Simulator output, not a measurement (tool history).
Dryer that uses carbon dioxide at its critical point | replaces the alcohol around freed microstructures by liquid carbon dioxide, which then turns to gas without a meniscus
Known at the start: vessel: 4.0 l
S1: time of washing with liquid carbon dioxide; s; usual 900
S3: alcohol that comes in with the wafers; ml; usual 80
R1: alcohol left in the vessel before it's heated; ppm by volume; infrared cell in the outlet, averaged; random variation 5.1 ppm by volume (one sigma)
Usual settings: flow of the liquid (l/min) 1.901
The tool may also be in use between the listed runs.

run 1 hour=0.0 | S1=900 flow_of_the_liquid_(l/min)=1.901 S3=80 | R1=117
run 2 hour=26.2 | S1=900 flow_of_the_liquid_(l/min)=1.901 S3=80 | R1=115
run 3 hour=47.5 | S1=900 flow_of_the_liquid_(l/min)=1.901 S3=80 | R1=120
run 4 hour=67.2 | S1=900 flow_of_the_liquid_(l/min)=1.901 S3=80 | R1=120
run 5 hour=79.7 | S1=900 flow_of_the_liquid_(l/min)=1.901 S3=80 | R1=126
run 6 hour=99.8 | S1=900 flow_of_the_liquid_(l/min)=1.901 S3=80 | R1=113
run 7 hour=119.0 | S1=900 flow_of_the_liquid_(l/min)=1.901 S3=80 | R1=125
run 8 hour=141.9 | S1=900 flow_of_the_liquid_(l/min)=1.901 S3=80 | R1=124
run 9 hour=159.3 | S1=900 flow_of_the_liquid_(l/min)=1.901 S3=80 | R1=119
run 10 hour=171.7 | S1=900 flow_of_the_liquid_(l/min)=1.901 S3=80 | R1=114
run 11 hour=189.2 | S1=900 flow_of_the_liquid_(l/min)=1.901 S3=48 | R1=105
run 12 hour=215.3 | S1=900 flow_of_the_liquid_(l/min)=1.901 S3=80 | R1=127
run 13 hour=235.6 | S1=900 flow_of_the_liquid_(l/min)=1.901 S3=80 | R1=138
run 14 hour=246.7 | S1=900 flow_of_the_liquid_(l/min)=1.901 S3=80 | R1=144
run 15 hour=271.3 | S1=540 flow_of_the_liquid_(l/min)=1.901 S3=80 | R1=749
run 16 hour=291.4 | S1=540 flow_of_the_liquid_(l/min)=1.901 S3=80 | R1=755
run 17 hour=306.1 | S1=540 flow_of_the_liquid_(l/min)=1.901 S3=80 | R1=779
run 18 hour=327.2 | S1=900 flow_of_the_liquid_(l/min)=1.901 S3=80 | R1=156
run 19 hour=340.6 | S1=900 flow_of_the_liquid_(l/min)=1.901 S3=41 | R1=114
run 20 hour=364.3 | S1=900 flow_of_the_liquid_(l/min)=1.901 S3=80 | R1=152
run 21 hour=389.3 | S1=900 flow_of_the_liquid_(l/min)=1.901 S3=80 | R1=154
run 22 hour=412.7 | S1=900 flow_of_the_liquid_(l/min)=1.901 S3=80 | R1=158
run 23 hour=432.2 | S1=900 flow_of_the_liquid_(l/min)=1.901 S3=80 | R1=162
run 24 hour=444.6 | S1=900 flow_of_the_liquid_(l/min)=1.901 S3=80 | R1=164
run 25 hour=456.2 | S1=900 flow_of_the_liquid_(l/min)=1.901 S3=80 | R1=163
run 26 hour=472.8 | S1=900 flow_of_the_liquid_(l/min)=1.900 S3=79 | R1=169
run 27 hour=495.1 | S1=900 flow_of_the_liquid_(l/min)=1.900 S3=79 | R1=168
run 28 hour=518.0 | S1=1140 flow_of_the_liquid_(l/min)=1.370 S3=80 | R1=241
-- hour=532.3 inlet filter changed
run 29 hour=535.8 | S1=1380 flow_of_the_liquid_(l/min)=1.300 S3=72 | R1=135
run 30 hour=553.3 | S1=1380 flow_of_the_liquid_(l/min)=1.300 S3=72 | R1=133
run 31 hour=573.9 | S1=660 flow_of_the_liquid_(l/min)=1.680 S3=45 | R1=340
run 32 hour=591.2 | S1=660 flow_of_the_liquid_(l/min)=1.680 S3=45 | R1=353
run 33 hour=604.6 | S1=1020 flow_of_the_liquid_(l/min)=1.680 S3=45 | R1=125
run 34 hour=617.6 | S1=1020 flow_of_the_liquid_(l/min)=1.680 S3=116 | R1=179
run 35 hour=641.1 | S1=1020 flow_of_the_liquid_(l/min)=1.680 S3=116 | R1=182
run 36 hour=662.8 | S1=1020 flow_of_the_liquid_(l/min)=2.030 S3=41 | R1=114
run 37 hour=683.3 | S1=1020 flow_of_the_liquid_(l/min)=2.570 S3=41 | R1=104
run 38 hour=706.0 | S1=1020 flow_of_the_liquid_(l/min)=2.570 S3=41 | R1=109
run 39 hour=720.7 | S1=1020 flow_of_the_liquid_(l/min)=2.570 S3=41 | R1=109
run 40 hour=743.9 | S1=720 flow_of_the_liquid_(l/min)=2.060 S3=64 | R1=214
run 41 hour=768.4 | S1=900 flow_of_the_liquid_(l/min)=2.300 S3=54 | R1=119
run 42 hour=780.0 | S1=900 flow_of_the_liquid_(l/min)=2.300 S3=54 | R1=131
run 43 hour=795.0 | S1=1200 flow_of_the_liquid_(l/min)=1.390 S3=87 | R1=198
run 44 hour=818.7 | S1=600 flow_of_the_liquid_(l/min)=1.901 S3=61 | R1=430
run 45 hour=842.9 | S1=600 flow_of_the_liquid_(l/min)=1.480 S3=62 | R1=936
run 46 hour=855.6 | S1=600 flow_of_the_liquid_(l/min)=1.610 S3=112 | R1=1219
run 47 hour=870.0 | S1=1200 flow_of_the_liquid_(l/min)=1.940 S3=80 | R1=125

4 ways to go on from here, each from the tool as it stands after run 47. What would each give?
run A hour=889.5 | S1=1200 flow_of_the_liquid_(l/min)=1.170 S3=89 | R1=?
run B hour=889.5 | S1=900 flow_of_the_liquid_(l/min)=1.200 S3=80 | R1=?
run C hour=889.5 | S1=720 flow_of_the_liquid_(l/min)=1.940 S3=80 | R1=?
run D hour=889.5 | S1=1200 flow_of_the_liquid_(l/min)=2.570 S3=29 | R1=?

run=A R1=353
run=B R1=738
run=C R1=299
run=D R1=128
Without the tool's hidden state the same runs would have given:
run=A R1=213
run=B R1=565
run=C R1=163
run=D R1=10

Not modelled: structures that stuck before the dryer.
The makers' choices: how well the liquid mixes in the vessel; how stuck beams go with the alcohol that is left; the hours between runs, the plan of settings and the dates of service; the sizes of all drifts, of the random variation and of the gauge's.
